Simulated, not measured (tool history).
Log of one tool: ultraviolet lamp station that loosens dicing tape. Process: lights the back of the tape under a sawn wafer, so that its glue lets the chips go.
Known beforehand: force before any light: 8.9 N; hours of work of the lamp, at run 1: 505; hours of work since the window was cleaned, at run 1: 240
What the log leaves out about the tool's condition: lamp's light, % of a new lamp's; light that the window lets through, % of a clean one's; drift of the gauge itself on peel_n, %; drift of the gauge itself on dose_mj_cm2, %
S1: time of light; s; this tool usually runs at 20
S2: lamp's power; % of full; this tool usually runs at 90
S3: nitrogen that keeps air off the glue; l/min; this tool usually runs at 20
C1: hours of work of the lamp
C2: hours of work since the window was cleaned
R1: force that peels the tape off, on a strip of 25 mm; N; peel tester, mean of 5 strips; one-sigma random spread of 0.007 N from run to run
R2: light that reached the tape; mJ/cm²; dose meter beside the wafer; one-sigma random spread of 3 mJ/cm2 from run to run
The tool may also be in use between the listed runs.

run 1 day=0.000 | S1=20 S2=90 S3=20 | C1=505 C2=240 | R1=0.727 R2=291
-- day=0.258 window cleaned of glue's vapour
run 2 day=0.779 | S1=20 S2=90 S3=20 | C1=517 C2=9 | R1=0.798 R2=281
run 3 day=1.358 | S1=20 S2=90 S3=20 | C1=527 C2=18 | R1=0.822 R2=276
run 4 day=2.017 | S1=20 S2=90 S3=20 | C1=538 C2=29 | R1=0.870 R2=276
run 5 day=3.050 | S1=20 S2=90 S3=20 | C1=555 C2=46 | R1=0.913 R2=270
run 6 day=3.617 | S1=20 S2=90 S3=7 | C1=564 C2=55 | R1=1.776 R2=267
run 7 day=4.146 | S1=20 S2=90 S3=7 | C1=573 C2=64 | R1=1.743 R2=265
run 8 day=5.108 | S1=20 S2=90 S3=20 | C1=589 C2=80 | R1=0.955 R2=262
-- day=5.517 window cleaned of glue's vapour, once more
run 9 day=6.008 | S1=24 S2=90 S3=20 | C1=603 C2=8 | R1=0.485 R2=349
run 10 day=6.958 | S1=20 S2=75 S3=20 | C1=619 C2=24 | R1=1.109 R2=237
run 11 day=7.800 | S1=20 S2=75 S3=20 | C1=633 C2=38 | R1=1.183 R2=233
run 12 day=8.412 | S1=20 S2=75 S3=20 | C1=643 C2=48 | R1=1.213 R2=232
run 13 day=9.204 | S1=17 S2=90 S3=20 | C1=656 C2=61 | R1=1.223 R2=233
run 14 day=9.650 | S1=17 S2=90 S3=20 | C1=663 C2=68 | R1=1.273 R2=231
run 15 day=10.125 | S1=17 S2=90 S3=11 | C1=671 C2=76 | R1=1.783 R2=225
run 16 day=11.117 | S1=17 S2=90 S3=11 | C1=688 C2=92 | R1=1.798 R2=221
run 17 day=11.888 | S1=17 S2=90 S3=11 | C1=700 C2=105 | R1=1.865 R2=215
run 18 day=12.767 | S1=17 S2=90 S3=11 | C1=715 C2=120 | R1=1.936 R2=213
run 19 day=13.708 | S1=17 S2=90 S3=11 | C1=730 C2=135 | R1=1.957 R2=211
run 20 day=14.767 | S1=17 S2=90 S3=11 | C1=748 C2=153 | R1=2.002 R2=202
-- day=15.250 lamp changed
run 21 day=15.533 | S1=17 S2=90 S3=11 | C1=5 C2=165 | R1=0.712 R2=359
run 22 day=16.033 | S1=13 S2=90 S3=7 | C1=13 C2=173 | R1=1.693 R2=272
run 23 day=16.954 | S1=16 S2=67 S3=20 | C1=28 C2=188 | R1=1.052 R2=245
run 24 day=17.742 | S1=16 S2=97 S3=20 | C1=41 C2=201 | R1=0.461 R2=349
run 25 day=18.254 | S1=16 S2=90 S3=31 | C1=50 C2=210 | R1=0.455 R2=320
run 26 day=18.767 | S1=16 S2=81 S3=23 | C1=58 C2=218 | R1=0.694 R2=291
run 27 day=19.754 | S1=11 S2=71 S3=18 | C1=74 C2=234 | R1=2.139 R2=172
-- day=20.292 window cleaned of glue's vapour
run 28 day=20.325 | S1=11 S2=71 S3=18 | C1=83 C2=1 | R1=1.955 R2=183
run 29 day=20.908 | S1=37 S2=90 S3=13 | C1=93 C2=10 | R1=0.108 R2=773
run 30 day=21.496 | S1=30 S2=90 S3=12 | C1=103 C2=20 | R1=0.173 R2=625
run 31 day=22.475 | S1=20 S2=90 S3=20 | C1=119 C2=36 | R1=0.335 R2=401
run 32 day=23.388 | S1=20 S2=90 S3=20 | C1=134 C2=51 | R1=0.333 R2=404
run 33 day=24.271 | S1=17 S2=62 S3=33 | C1=149 C2=66 | R1=0.931 R2=228
run 34 day=24.883 | S1=20 S2=69 S3=20 | C1=159 C2=76 | R1=0.693 R2=303
run 35 day=25.508 | S1=15 S2=89 S3=11 | C1=169 C2=86 | R1=1.153 R2=289
run 36 day=26.288 | S1=15 S2=89 S3=6 | C1=182 C2=99 | R1=1.748 R2=284
run 37 day=26.812 | S1=20 S2=63 S3=20 | C1=191 C2=108 | R1=0.925 R2=265
run 38 day=27.721 | S1=24 S2=100 S3=20 | C1=206 C2=123 | R1=0.185 R2=502
run 39 day=28.217 | S1=24 S2=100 S3=20 | C1=214 C2=131 | R1=0.187 R2=497
run 40 day=29.008 | S1=25 S2=87 S3=21 | C1=227 C2=144 | R1=0.243 R2=447
run 41 day=30.071 | S1=27 S2=72 S3=23 | C1=244 C2=162 | R1=0.310 R2=390
run 42 day=30.992 | S1=27 S2=72 S3=23 | C1=260 C2=177 | R1=0.351 R2=381

For each run, the measured value with the value that run would have given without the tool's hidden condition subtracted. The run-to-run variation is shared by both, the gauge scatter possibly not:
run=1 R1=+0.488 R2=-158
run=2 R1=+0.559 R2=-169
run=3 R1=+0.581 R2=-173
run=4 R1=+0.618 R2=-176
run=5 R1=+0.661 R2=-181
run=6 R1=+1.157 R2=-185
run=7 R1=+1.151 R2=-189
run=8 R1=+0.722 R2=-194
run=9 R1=+0.333 R2=-196
run=10 R1=+0.727 R2=-141
run=11 R1=+0.792 R2=-144
run=12 R1=+0.827 R2=-148
run=13 R1=+0.849 R2=-154
run=14 R1=+0.883 R2=-156
run=15 R1=+1.160 R2=-157
run=16 R1=+1.186 R2=-161
run=17 R1=+1.256 R2=-165
run=18 R1=+1.309 R2=-169
run=19 R1=+1.351 R2=-173
run=20 R1=+1.396 R2=-179
run=21 R1=+0.110 R2=-27
run=22 R1=+0.207 R2=-22
run=23 R1=+0.182 R2=-24
run=24 R1=+0.112 R2=-38
run=25 R1=+0.113 R2=-37
run=26 R1=+0.174 R2=-37
run=27 R1=+0.389 R2=-24
run=28 R1=+0.197 R2=-13
run=29 R1=+0.008 R2=-62
run=30 R1=+0.028 R2=-57
run=31 R1=+0.077 R2=-43
run=32 R1=+0.088 R2=-49
run=33 R1=+0.231 R2=-32
run=34 R1=+0.201 R2=-45
run=35 R1=+0.308 R2=-46
run=36 R1=+0.425 R2=-50
run=37 R1=+0.296 R2=-49
run=38 R1=+0.061 R2=-101
run=39 R1=+0.064 R2=-106
run=40 R1=+0.097 R2=-102
run=41 R1=+0.141 R2=-98
run=42 R1=+0.161 R2=-103

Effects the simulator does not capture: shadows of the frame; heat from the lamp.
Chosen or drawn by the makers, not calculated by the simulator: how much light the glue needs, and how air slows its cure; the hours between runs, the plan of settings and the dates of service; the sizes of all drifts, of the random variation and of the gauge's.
